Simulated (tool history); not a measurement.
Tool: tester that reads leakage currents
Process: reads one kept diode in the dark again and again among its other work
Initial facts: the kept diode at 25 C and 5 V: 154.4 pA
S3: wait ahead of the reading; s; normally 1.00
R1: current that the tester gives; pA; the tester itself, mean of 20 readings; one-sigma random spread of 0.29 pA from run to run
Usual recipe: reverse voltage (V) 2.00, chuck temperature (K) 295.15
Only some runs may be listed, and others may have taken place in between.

{"run": 1, "hour": 0.0, "reverse voltage (V)": 2.0, "chuck temperature (K)": 295.15, "S3": 1.0, "R1": 105.77}
{"run": 2, "hour": 64.1, "reverse voltage (V)": 2.0, "chuck temperature (K)": 295.15, "S3": 1.0, "R1": 106.43}
{"run": 3, "hour": 172.2, "reverse voltage (V)": 2.0, "chuck temperature (K)": 295.15, "S3": 1.0, "R1": 106.81}
{"run": 4, "hour": 268.2, "reverse voltage (V)": 2.0, "chuck temperature (K)": 295.15, "S3": 1.0, "R1": 108.13}
{"run": 5, "hour": 371.2, "reverse voltage (V)": 2.0, "chuck temperature (K)": 295.15, "S3": 1.0, "R1": 108.79}
{"run": 6, "hour": 433.9, "reverse voltage (V)": 2.0, "chuck temperature (K)": 295.15, "S3": 4.2, "R1": 108.97}
{"run": 7, "hour": 539.8, "reverse voltage (V)": 2.0, "chuck temperature (K)": 324.15, "S3": 1.0, "R1": 809.86}
{"run": 8, "hour": 616.5, "reverse voltage (V)": 2.0, "chuck temperature (K)": 295.15, "S3": 1.0, "R1": 94.2}
{"run": 9, "hour": 674.5, "reverse voltage (V)": 2.0, "chuck temperature (K)": 295.15, "S3": 1.0, "R1": 94.3}
{"run": 10, "hour": 783.1, "reverse voltage (V)": 2.0, "chuck temperature (K)": 295.15, "S3": 1.68, "R1": 94.86}
{"run": 11, "hour": 828.0, "reverse voltage (V)": 2.0, "chuck temperature (K)": 295.15, "S3": 1.68, "R1": 95.5}
{"run": 12, "hour": 872.0, "reverse voltage (V)": 2.0, "chuck temperature (K)": 295.15, "S3": 1.68, "R1": 96.52}
{"run": 13, "hour": 964.5, "reverse voltage (V)": 2.0, "chuck temperature (K)": 295.15, "S3": 1.68, "R1": 97.35}
{"run": 14, "hour": 1010.2, "reverse voltage (V)": 2.0, "chuck temperature (K)": 295.15, "S3": 1.68, "R1": 97.46}
{"run": 15, "hour": 1095.4, "reverse voltage (V)": 2.0, "chuck temperature (K)": 295.15, "S3": 1.68, "R1": 98.14}
{"run": 16, "hour": 1192.5, "reverse voltage (V)": 2.0, "chuck temperature (K)": 295.15, "S3": 1.68, "R1": 98.74}
{"run": 17, "hour": 1300.3, "reverse voltage (V)": 2.0, "chuck temperature (K)": 328.15, "S3": 1.0, "R1": 953.35}
{"run": 18, "hour": 1405.9, "reverse voltage (V)": 2.0, "chuck temperature (K)": 328.15, "S3": 1.0, "R1": 968.93}
{"run": 19, "hour": 1452.7, "reverse voltage (V)": 2.0, "chuck temperature (K)": 294.15, "S3": 1.0, "R1": 94.95}
{"run": 20, "hour": 1559.8, "reverse voltage (V)": 2.0, "chuck temperature (K)": 294.15, "S3": 1.0, "R1": 95.16}
{"run": 21, "hour": 1641.8, "reverse voltage (V)": 2.0, "chuck temperature (K)": 320.15, "S3": 1.0, "R1": 589.83}
{"run": 22, "hour": 1689.6, "reverse voltage (V)": 3.26, "chuck temperature (K)": 320.15, "S3": 0.73, "R1": 691.08}
{"run": 23, "hour": 1791.9, "reverse voltage (V)": 2.62, "chuck temperature (K)": 315.15, "S3": 0.73, "R1": 467.78}
{"run": 24, "hour": 1869.0, "reverse voltage (V)": 2.0, "chuck temperature (K)": 299.15, "S3": 1.0, "R1": 141.36}
{"run": 25, "hour": 1934.7, "reverse voltage (V)": 3.03, "chuck temperature (K)": 325.15, "S3": 0.86, "R1": 942.38}
{"run": 26, "hour": 2018.0, "reverse voltage (V)": 9.66, "chuck temperature (K)": 297.15, "S3": 1.0, "R1": 206.12}
{"run": 27, "hour": 2121.8, "reverse voltage (V)": 8.47, "chuck temperature (K)": 297.15, "S3": 1.0, "R1": 198.37}
{"run": 28, "hour": 2199.5, "reverse voltage (V)": 17.85, "chuck temperature (K)": 310.15, "S3": 8.9, "R1": 625.45}
{"run": 29, "hour": 2255.9, "reverse voltage (V)": 11.1, "chuck temperature (K)": 317.15, "S3": 1.99, "R1": 861.08}
{"run": 30, "hour": 2331.3, "reverse voltage (V)": 11.1, "chuck temperature (K)": 294.15, "S3": 1.99, "R1": 178.26}
{"run": 31, "hour": 2387.4, "reverse voltage (V)": 5.1, "chuck temperature (K)": 295.15, "S3": 1.99, "R1": 148.36}
{"run": 32, "hour": 2464.7, "reverse voltage (V)": 5.73, "chuck temperature (K)": 327.15, "S3": 5.63, "R1": 1339.7}
{"run": 33, "hour": 2536.6, "reverse voltage (V)": 3.75, "chuck temperature (K)": 305.15, "S3": 6.16, "R1": 279.28}
{"run": 34, "hour": 2582.3, "reverse voltage (V)": 1.79, "chuck temperature (K)": 322.15, "S3": 8.43, "R1": 694.32}
{"run": 35, "hour": 2658.3, "reverse voltage (V)": 7.51, "chuck temperature (K)": 303.15, "S3": 2.36, "R1": 261.75}
{"run": 36, "hour": 2757.1, "reverse voltage (V)": 2.0, "chuck temperature (K)": 297.15, "S3": 1.93, "R1": 112.29}
{"run": 37, "hour": 2854.7, "reverse voltage (V)": 5.69, "chuck temperature (K)": 295.15, "S3": 0.33, "R1": 140.67}
{"run": 38, "hour": 2949.4, "reverse voltage (V)": 1.05, "chuck temperature (K)": 316.15, "S3": 8.83, "R1": 356.47}
{"run": 39, "hour": 3041.9, "reverse voltage (V)": 1.05, "chuck temperature (K)": 296.15, "S3": 1.84, "R1": 87.07}
{"run": 40, "hour": 3096.6, "reverse voltage (V)": 7.94, "chuck temperature (K)": 295.15, "S3": 0.38, "R1": 161.81}
{"run": 41, "hour": 3170.6, "reverse voltage (V)": 13.19, "chuck temperature (K)": 299.15, "S3": 1.93, "R1": 236.38}

Withheld: 3 entries from between the runs. Position of each, and hidden state at the listed run before versus the listed run after:
Runs 7 to 8: chuck's temperature calibrated (hour 600.3)
  stray current of the dirty probe card, pA a volt: 0.332 -> 0.347; current scale over the true one, %: -0.46 -> -0.47; true chuck temperature over the reading, C: 2.16 -> 0.01
  measured value less the no-hidden-state value, R1: +100.74 -> +0.30 pA
Runs 34 to 35: chuck's temperature calibrated (hour 2600.5)
  stray current of the dirty probe card, pA a volt: 0.714 -> 0.729; current scale over the true one, %: -0.75 -> -0.76; true chuck temperature over the reading, C: 2.33 -> 0.21
  measured value less the no-hidden-state value, R1: +92.91 -> +7.21 pA
Runs 40 to 41: probe card cleaned and baked (hour 3135.3)
  stray current of the dirty probe card, pA a volt: 0.81 -> 0.038; current scale over the true one, %: -0.83 -> -0.84; true chuck temperature over the reading, C: 0.72 -> 0.81
  measured value less the no-hidden-state value, R1: +13.03 -> +12.02 pA
